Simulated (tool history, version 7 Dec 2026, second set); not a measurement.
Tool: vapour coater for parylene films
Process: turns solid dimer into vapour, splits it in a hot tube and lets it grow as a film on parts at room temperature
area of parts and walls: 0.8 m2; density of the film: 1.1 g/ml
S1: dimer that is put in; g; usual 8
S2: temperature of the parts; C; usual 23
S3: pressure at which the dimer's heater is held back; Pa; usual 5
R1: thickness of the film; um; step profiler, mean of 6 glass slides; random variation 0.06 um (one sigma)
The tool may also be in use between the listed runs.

| run | hour | S1 | S2 | S3 | R1 |
|---|---|---|---|---|---|
| 1 | 0 | 8 | 23 | 5 | 6.69 |
| 2 | 41.1 | 8 | 23 | 5 | 6.73 |
| 3 | 82.2 | 8 | 23 | 5 | 6.65 |
| 4 | 116.8 | 8 | 23 | 5 | 6.59 |
| 5 | 148.3 | 8 | 23 | 8.32 | 5.9 |
| 6 | 194.9 | 8 | 23 | 8.32 | 5.83 |
| 7 | 235.4 | 8 | 23 | 5 | 6.41 |
| 8 | 291.6 | 8 | 18 | 6.7 | 7.21 |
| 9 | 323.1 | 5 | 23 | 3.14 | 4.34 |
| 10 | 351.7 | 4 | 33 | 3.14 | 2.4 |
| 11 | 408.8 | 4 | 33 | 3.14 | 2.4 |
| 12 | 448.9 | 8 | 35 | 6.18 | 3.86 |
|  | 470.2 | trap's valve overhauled |
| 13 | 502.7 | 8 | 35 | 6.18 | 4.23 |

Forecast each of these 4 alternatives for the next run:
| A | 547.2 | 5 | 33 | 6.18 | ? |
| B | 547.2 | 8 | 35 | 11.75 | ? |
| C | 547.2 | 14 | 23 | 5 | ? |
| D | 547.2 | 6 | 33 | 6.18 | ? |

| run | R1 |
|---|---|
| A | 2.81 |
| B | 3.7 |
| C | 12.09 |
| D | 3.39 |
Without the tool's hidden state the same runs would have given:
| run | R1 |
|---|---|
| A | 2.89 |
| B | 3.81 |
| C | 12.46 |
| D | 3.49 |
